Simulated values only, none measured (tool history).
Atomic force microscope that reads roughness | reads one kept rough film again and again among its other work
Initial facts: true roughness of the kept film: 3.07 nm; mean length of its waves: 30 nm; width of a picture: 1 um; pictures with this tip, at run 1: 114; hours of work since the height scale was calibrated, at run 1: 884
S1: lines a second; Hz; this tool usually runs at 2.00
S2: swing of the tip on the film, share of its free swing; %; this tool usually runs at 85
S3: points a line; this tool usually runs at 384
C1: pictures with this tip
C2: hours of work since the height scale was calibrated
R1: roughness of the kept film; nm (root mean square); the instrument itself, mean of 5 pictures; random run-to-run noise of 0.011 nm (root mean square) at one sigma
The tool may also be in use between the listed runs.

{"run": 1, "hour": 0.0, "S1": 2.0, "S2": 85, "S3": 384, "C1": 114, "C2": 884, "R1": 2.123}
{"hour": 30.8, "done": "new tip fitted"}
{"run": 2, "hour": 31.6, "S1": 2.0, "S2": 85, "S3": 384, "C1": 2, "C2": 905, "R1": 2.56}
{"run": 3, "hour": 80.2, "S1": 2.0, "S2": 85, "S3": 384, "C1": 86, "C2": 939, "R1": 2.192}
{"run": 4, "hour": 104.2, "S1": 2.0, "S2": 85, "S3": 384, "C1": 128, "C2": 955, "R1": 2.053}
{"hour": 126.6, "done": "new tip fitted"}
{"run": 5, "hour": 150.3, "S1": 2.0, "S2": 85, "S3": 384, "C1": 41, "C2": 986, "R1": 2.386}
{"run": 6, "hour": 201.9, "S1": 2.1, "S2": 85, "S3": 384, "C1": 131, "C2": 1022, "R1": 2.043}
{"hour": 224.0, "done": "new tip fitted"}
{"run": 7, "hour": 227.6, "S1": 2.1, "S2": 85, "S3": 384, "C1": 6, "C2": 1039, "R1": 2.517}
{"run": 8, "hour": 263.9, "S1": 2.1, "S2": 85, "S3": 384, "C1": 69, "C2": 1064, "R1": 2.252}
{"run": 9, "hour": 314.3, "S1": 2.1, "S2": 85, "S3": 384, "C1": 157, "C2": 1099, "R1": 1.953}
{"hour": 321.0, "done": "new tip fitted"}
{"run": 10, "hour": 343.7, "S1": 2.0, "S2": 85, "S3": 384, "C1": 40, "C2": 1118, "R1": 2.395}
{"run": 11, "hour": 389.7, "S1": 2.0, "S2": 85, "S3": 384, "C1": 119, "C2": 1150, "R1": 2.117}
{"hour": 418.5, "done": "new tip fitted"}
{"run": 12, "hour": 418.5, "S1": 2.0, "S2": 85, "S3": 384, "C1": 0, "C2": 1169, "R1": 2.598}
{"run": 13, "hour": 462.2, "S1": 2.0, "S2": 66, "S3": 384, "C1": 75, "C2": 1199, "R1": 2.381}
{"run": 14, "hour": 498.2, "S1": 2.0, "S2": 82, "S3": 384, "C1": 138, "C2": 1224, "R1": 2.083}
{"hour": 514.9, "done": "new tip fitted"}
{"run": 15, "hour": 538.3, "S1": 2.84, "S2": 71, "S3": 384, "C1": 41, "C2": 1251, "R1": 2.461}
{"run": 16, "hour": 579.3, "S1": 0.81, "S2": 69, "S3": 384, "C1": 112, "C2": 1279, "R1": 2.268}
{"run": 17, "hour": 600.5, "S1": 0.62, "S2": 85, "S3": 867, "C1": 148, "C2": 1294, "R1": 2.152}
{"hour": 610.2, "done": "new tip fitted"}
{"run": 18, "hour": 625.6, "S1": 1.29, "S2": 72, "S3": 292, "C1": 26, "C2": 1311, "R1": 2.55}
{"run": 19, "hour": 659.6, "S1": 1.56, "S2": 81, "S3": 349, "C1": 85, "C2": 1334, "R1": 2.25}
{"hour": 706.1, "done": "new tip fitted"}
{"run": 20, "hour": 706.3, "S1": 0.57, "S2": 63, "S3": 349, "C1": 0, "C2": 1366, "R1": 2.787}
{"run": 21, "hour": 728.7, "S1": 0.57, "S2": 63, "S3": 349, "C1": 39, "C2": 1381, "R1": 2.572}
{"run": 22, "hour": 778.1, "S1": 0.57, "S2": 77, "S3": 349, "C1": 125, "C2": 1415, "R1": 2.231}
{"hour": 801.3, "done": "new tip fitted"}
{"run": 23, "hour": 802.1, "S1": 1.58, "S2": 64, "S3": 895, "C1": 2, "C2": 1431, "R1": 2.75}
{"run": 24, "hour": 840.5, "S1": 1.58, "S2": 64, "S3": 895, "C1": 68, "C2": 1458, "R1": 2.456}
{"run": 25, "hour": 888.2, "S1": 1.97, "S2": 69, "S3": 654, "C1": 151, "C2": 1490, "R1": 2.123}
{"hour": 898.1, "done": "new tip fitted"}
{"run": 26, "hour": 915.6, "S1": 0.9, "S2": 58, "S3": 798, "C1": 31, "C2": 1509, "R1": 2.667}
{"run": 27, "hour": 948.0, "S1": 1.0, "S2": 78, "S3": 685, "C1": 87, "C2": 1531, "R1": 2.343}

Consider 3 possible next runs. They are alternatives, not a sequence: every one starts from the tool as it was left by run 27. What does each give?
{"run": "A", "hour": 975.1, "S1": 1.0, "S2": 70, "S3": 685, "C1": 134, "C2": 1550, "R1": "?"}
{"run": "B", "hour": 975.1, "S1": 2.22, "S2": 72, "S3": 298, "C1": 134, "C2": 1550, "R1": "?"}
{"run": "C", "hour": 975.1, "S1": 2.0, "S2": 82, "S3": 384, "C1": 134, "C2": 1550, "R1": "?"}

run=A R1=2.226
run=B R1=2.164
run=C R1=2.123
What these runs would have given with no unlogged condition in the tool:
run=A R1=2.745
run=B R1=2.669
run=C R1=2.617
